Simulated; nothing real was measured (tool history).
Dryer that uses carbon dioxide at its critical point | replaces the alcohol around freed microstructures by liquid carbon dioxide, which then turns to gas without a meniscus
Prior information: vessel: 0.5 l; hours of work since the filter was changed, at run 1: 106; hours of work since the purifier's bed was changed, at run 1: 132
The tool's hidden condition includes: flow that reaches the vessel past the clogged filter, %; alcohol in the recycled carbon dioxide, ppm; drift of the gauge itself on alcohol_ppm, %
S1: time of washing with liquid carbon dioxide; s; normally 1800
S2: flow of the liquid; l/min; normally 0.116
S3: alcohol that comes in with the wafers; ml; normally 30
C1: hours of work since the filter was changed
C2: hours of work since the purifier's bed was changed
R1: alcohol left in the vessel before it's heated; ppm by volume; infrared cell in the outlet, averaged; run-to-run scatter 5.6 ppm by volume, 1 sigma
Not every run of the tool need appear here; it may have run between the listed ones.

run   hour    S1     S2   S3   C1   C2    R1
  1    0.0  1800  0.116   30  106  132   265
  2   11.0  1800  0.116   30  111  137   273
  3   21.9  1800  0.116   30  117  143   277
  4   38.0  2460  0.116   30  125  151    85
  5   48.4  2460  0.116   30  130  156   101
  6   61.2  2460  0.116   30  136  163   100
  7   76.7  1800  0.163   30  144  171    93
  8   92.9  1800  0.163   30  152  179    98
  9  102.2  1800  0.163   30  157  183   100
 10  115.7  1800  0.163   30  164  190   107
 11  131.6  1080  0.116   30  172  198  2381
 12  140.2  1080  0.116   30  176  202  2357
 13  148.6  1800  0.116   30  180  207   360
 14  157.5  1800  0.116   30  185  211   346
 15  165.0  1800  0.116   30  189  215   355
 16  175.1  1800  0.079   30  194  220  1512
 17  182.2  1560  0.116   30  197  224   660
 18  196.6  2040  0.131   24  205  231   140
     204.2  -- inlet filter changed
 19  205.6  2040  0.072   33    1  235  1117
 20  220.6  2040  0.132   71    8  242   177
 21  227.5  1800  0.102  103   12  246  1294
 22  239.3  1800  0.102   21   18  252   332
 23  248.2  1800  0.102   21   22  256   360
 24  257.5  1380  0.116   26   27  261   700
 25  272.1  2640  0.170   30   34  268   108
 26  282.2  2460  0.116   59   39  273   148
 27  295.6  1800  0.149   22   46  280   143
 28  307.7  1800  0.149   22   52  286   142
 29  314.8  2880  0.179   88   56  290   116
 30  330.4  1620  0.102   21   64  298   552
 31  338.6  1620  0.102   21   68  302   576
 32  354.0  1140  0.116   30   75  310  1743
 33  369.6  1140  0.116   93   83  317  5196
 34  378.2  1080  0.099   60   88  322  6680

4 ways to go on from here, each from the tool as it stands after run 34. What would each give?
  A  393.1  2460  0.152  67  95  329   ?
  B  393.1  2580  0.078  30  95  329   ?
  C  393.1  1260  0.111  39  95  329   ?
  D  393.1  1560  0.131  60  95  329   ?

run    R1
  A   142
  B   387
  C  1883
  D   610
Without the tool's unlogged condition, the same runs would have read:
run    R1
  A    14
  B   202
  C  1480
  D   376
